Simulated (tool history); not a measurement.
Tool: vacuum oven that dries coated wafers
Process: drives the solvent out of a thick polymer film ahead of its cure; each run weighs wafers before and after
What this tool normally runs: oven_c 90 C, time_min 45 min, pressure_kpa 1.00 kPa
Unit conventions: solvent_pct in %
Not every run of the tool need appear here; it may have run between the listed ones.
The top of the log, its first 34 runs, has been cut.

run    hour  oven_c  time_min  pressure_kpa  hours of work since the thermocouples were calibrated  hours of work since the vacuum gauge was cleaned of residue  solvent_pct
 35  2953.2      90        49          3.92                                                    654                                                         1253         5.12
 36  3033.5      76        45          1.00                                                    711                                                         1310         8.78
 37  3094.1      90        45          2.19                                                    755                                                         1353         3.71
 38  3146.0      90        45          2.19                                                    791                                                         1390         3.79
     3171.3  -- oven's thermocouples calibrated
 39  3223.8      87        45          2.37                                                     37                                                         1444         4.38
 40  3318.4      87        45          2.37                                                    105                                                         1511         4.61
 41  3386.6      88        45          2.24                                                    153                                                         1560         4.12
 42  3453.1      99        41          0.63                                                    200                                                         1607         0.95
     3497.3  -- vacuum gauge cleaned of residue and calibrated
 43  3576.2      99        41          0.63                                                    287                                                           56         0.58
 44  3627.9      90        45          1.41                                                    324                                                           93         2.25
 45  3751.9      90        45          1.41                                                    412                                                          181         2.36
 46  3835.8      90        58          1.00                                                    472                                                          241         1.49

Branching from run 46: 3 alternative next runs. What would each branch give?
  A  3927.5      90        75          1.00                                                    537                                                          306            ?
  B  3927.5      76        58          1.00                                                    537                                                          306            ?
  C  3927.5      76        36          2.19                                                    537                                                          306            ?

run  solvent_pct
  A         1.24
  B         6.54
  C        10.81
With no hidden state in the tool, these same runs would have given:
run  solvent_pct
  A         1.04
  B         5.97
  C        10.27
